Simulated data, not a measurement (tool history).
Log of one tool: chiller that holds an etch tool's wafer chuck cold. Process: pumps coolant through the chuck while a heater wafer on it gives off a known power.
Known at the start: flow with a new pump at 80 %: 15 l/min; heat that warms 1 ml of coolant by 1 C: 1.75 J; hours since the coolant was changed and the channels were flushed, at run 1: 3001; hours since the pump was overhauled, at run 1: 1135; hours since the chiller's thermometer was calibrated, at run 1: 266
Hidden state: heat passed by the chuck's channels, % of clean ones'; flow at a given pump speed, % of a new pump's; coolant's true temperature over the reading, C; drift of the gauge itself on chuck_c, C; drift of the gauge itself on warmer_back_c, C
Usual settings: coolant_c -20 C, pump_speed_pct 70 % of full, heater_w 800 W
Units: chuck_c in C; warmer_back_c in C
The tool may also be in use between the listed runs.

| run | day | coolant_c | pump_speed_pct | heater_w | hours since the coolant was changed and the channels were flushed | hours since the pump was overhauled | hours since the chiller's thermometer was calibrated | chuck_c | warmer_back_c |
|---|---|---|---|---|---|---|---|---|---|
| 1 | 0 | -20 | 70 | 800 | 3001 | 1135 | 266 | -9 | 2.21 |
| 2 | 1.129 | -20 | 70 | 705 | 3028 | 1162 | 293 | -10.3 | 1.93 |
| 3 | 2.167 | -20 | 70 | 800 | 3053 | 1187 | 318 | -9.2 | 2.04 |
| 4 | 3.133 | -20 | 97 | 800 | 3076 | 1210 | 341 | -11.9 | 1.48 |
| 5 | 4.221 | -20 | 97 | 800 | 3102 | 1236 | 367 | -11.7 | 1.53 |
| 6 | 5.796 | -20 | 84 | 800 | 3140 | 1274 | 405 | -10.5 | 1.78 |
| 7 | 6.846 | -20 | 70 | 800 | 3165 | 1299 | 430 | -9 | 2.17 |
| 8 | 8.204 | -20 | 70 | 800 | 3198 | 1332 | 462 | -9 | 2.19 |
| 9 | 9.8 | -20 | 70 | 800 | 3236 | 1370 | 501 | -9 | 2.16 |
| 10 | 10.979 | -26 | 70 | 800 | 3264 | 1398 | 529 | -14.9 | 2.22 |
| 11 | 12.225 | -26 | 70 | 800 | 3294 | 1428 | 559 | -14.8 | 2.17 |
| 12 | 13.167 | -26 | 70 | 800 | 3317 | 1451 | 582 | -14.9 | 2.17 |
| 13 | 13.992 | -20 | 76 | 800 | 3337 | 1471 | 601 | -9.7 | 1.98 |
| 14 | 15.35 | -20 | 76 | 800 | 3369 | 1503 | 634 | -9.7 | 2.02 |
| 15 | 16.629 | -20 | 76 | 800 | 3400 | 1534 | 665 | -9.8 | 1.94 |
| 16 | 17.767 | -20 | 70 | 420 | 3427 | 1561 | 692 | -14.1 | 1.17 |
| 17 | 18.738 | -20 | 70 | 420 | 3450 | 1585 | 715 | -14.2 | 1.13 |
| 18 | 20.071 | -24 | 79 | 867 | 3482 | 1617 | 747 | -13.2 | 2.1 |
| 19 | 21.679 | -24 | 85 | 436 | 3521 | 1655 | 786 | -18.9 | 0.93 |
| 20 | 22.508 | -14 | 70 | 462 | 3541 | 1675 | 806 | -7.5 | 1.31 |
| 21 | 24.138 | -14 | 70 | 462 | 3580 | 1714 | 845 | -7.5 | 1.25 |
| 22 | 25.292 | -14 | 91 | 800 | 3608 | 1742 | 873 | -5.2 | 1.63 |
| 23 | 26.317 | -14 | 91 | 800 | 3632 | 1766 | 897 | -4.9 | 1.61 |
|  | 26.625 | coolant pump overhauled |
| 24 | 27.454 | -14 | 91 | 800 | 3655 | 20 | 919 | -5 | 1.65 |
| 25 | 28.896 | -22 | 87 | 836 | 3689 | 55 | 954 | -12.2 | 1.83 |
| 26 | 30.108 | -10 | 74 | 460 | 3718 | 84 | 983 | -3.6 | 1.18 |
| 27 | 31.329 | -14 | 70 | 800 | 3748 | 113 | 1012 | -2.6 | 2.19 |
| 28 | 32.129 | -14 | 70 | 800 | 3767 | 132 | 1032 | -2.4 | 2.22 |
|  | 32.746 | coolant pump overhauled, once more |
| 29 | 33.779 | -20 | 75 | 741 | 3801 | 25 | 1066 | -10.4 | 1.85 |
| 30 | 34.771 | -20 | 91 | 572 | 3825 | 49 | 1090 | -13.7 | 1.12 |
| 31 | 35.996 | -27 | 70 | 534 | 3855 | 78 | 1119 | -19.6 | 1.44 |
| 32 | 36.779 | -22 | 70 | 1055 | 3873 | 97 | 1138 | -7.5 | 2.83 |
| 33 | 38.188 | -18 | 100 | 1069 | 3907 | 131 | 1172 | -7.2 | 1.89 |

The same runs without the tool's hidden state, with the same run-to-run variation:
| run | chuck_c | warmer_back_c |
|---|---|---|
| 1 | -9.6 | 2.18 |
| 2 | -10.9 | 1.9 |
| 3 | -9.8 | 2 |
| 4 | -12.4 | 1.45 |
| 5 | -12.2 | 1.5 |
| 6 | -11.1 | 1.75 |
| 7 | -9.7 | 2.12 |
| 8 | -9.8 | 2.14 |
| 9 | -9.7 | 2.12 |
| 10 | -15.7 | 2.17 |
| 11 | -15.6 | 2.12 |
| 12 | -15.6 | 2.12 |
| 13 | -10.4 | 1.93 |
| 14 | -10.4 | 1.98 |
| 15 | -10.5 | 1.9 |
| 16 | -14.6 | 1.15 |
| 17 | -14.7 | 1.1 |
| 18 | -14 | 2.05 |
| 19 | -19.4 | 0.9 |
| 20 | -8 | 1.27 |
| 21 | -8.1 | 1.22 |
| 22 | -5.9 | 1.58 |
| 23 | -5.6 | 1.56 |
| 24 | -5.7 | 1.59 |
| 25 | -13 | 1.76 |
| 26 | -4.2 | 1.14 |
| 27 | -3.6 | 2.11 |
| 28 | -3.4 | 2.14 |
| 29 | -11 | 1.84 |
| 30 | -14.2 | 1.12 |
| 31 | -20.1 | 1.44 |
| 32 | -8.5 | 2.81 |
| 33 | -7.9 | 1.87 |
